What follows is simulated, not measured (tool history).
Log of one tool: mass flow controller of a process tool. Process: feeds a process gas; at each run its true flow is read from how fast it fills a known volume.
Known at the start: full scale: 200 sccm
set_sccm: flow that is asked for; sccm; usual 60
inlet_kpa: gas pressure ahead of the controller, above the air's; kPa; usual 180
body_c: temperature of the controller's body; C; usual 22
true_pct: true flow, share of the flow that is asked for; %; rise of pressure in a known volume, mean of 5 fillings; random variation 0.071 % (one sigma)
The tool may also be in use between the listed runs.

| run | hour | set_sccm | inlet_kpa | body_c | true_pct |
|---|---|---|---|---|---|
| 1 | 0 | 60 | 180 | 22 | 99.24 |
| 2 | 449.6 | 60 | 180 | 22 | 99.2 |
| 3 | 909.7 | 60 | 180 | 22 | 99.14 |
| 4 | 1349.2 | 60 | 180 | 22 | 99.2 |
|  | 1411.6 | controller's zero set anew |
| 5 | 1703.1 | 60 | 180 | 28 | 103.01 |
| 6 | 2198.6 | 60 | 180 | 22 | 103.64 |
| 7 | 2505.1 | 60 | 180 | 22 | 103.32 |
| 8 | 2975.9 | 60 | 257 | 22 | 103.5 |
| 9 | 3226.1 | 60 | 180 | 22 | 103.44 |
| 10 | 3470.4 | 60 | 180 | 22 | 103.39 |
| 11 | 3891.9 | 54 | 180 | 22 | 103.38 |
| 12 | 4256.5 | 60 | 180 | 39 | 102.01 |
| 13 | 4487.3 | 60 | 180 | 22 | 103.4 |
| 14 | 4963.7 | 60 | 180 | 22 | 103.4 |
| 15 | 5255.7 | 129 | 212 | 32 | 103.36 |
| 16 | 5742 | 60 | 180 | 27 | 102.94 |
|  | 6048.4 | controller exchanged for a calibrated one |
| 17 | 6110.8 | 153 | 262 | 22 | 100.05 |
| 18 | 6590.9 | 60 | 180 | 29 | 98.79 |
| 19 | 7084.7 | 28 | 257 | 23 | 99.17 |
| 20 | 7379.6 | 23 | 257 | 23 | 98.67 |
| 21 | 7721.7 | 24 | 189 | 29 | 97.85 |
| 22 | 8043.2 | 24 | 189 | 29 | 97.79 |
| 23 | 8465.7 | 167 | 231 | 26 | 99.91 |
| 24 | 8941.3 | 167 | 231 | 26 | 99.92 |
| 25 | 9348.6 | 167 | 231 | 26 | 100.04 |
| 26 | 9568.4 | 167 | 231 | 26 | 100.14 |
| 27 | 9783.5 | 110 | 235 | 22 | 100.04 |
| 28 | 10219.2 | 60 | 276 | 29 | 98.87 |

4 ways to go on from here, each from the tool as it stands after run 28. What would each give?
| A | 10714.7 | 25 | 180 | 28 | ? |
| B | 10714.7 | 60 | 180 | 37 | ? |
| C | 10714.7 | 60 | 276 | 37 | ? |
| D | 10714.7 | 114 | 180 | 22 | ? |

| run | true_pct |
|---|---|
| A | 96.94 |
| B | 97.91 |
| C | 98.21 |
| D | 100.14 |
Without the tool's hidden state the same runs would have given:
| run | true_pct |
|---|---|
| A | 99.17 |
| B | 98.37 |
| C | 98.67 |
| D | 100.01 |
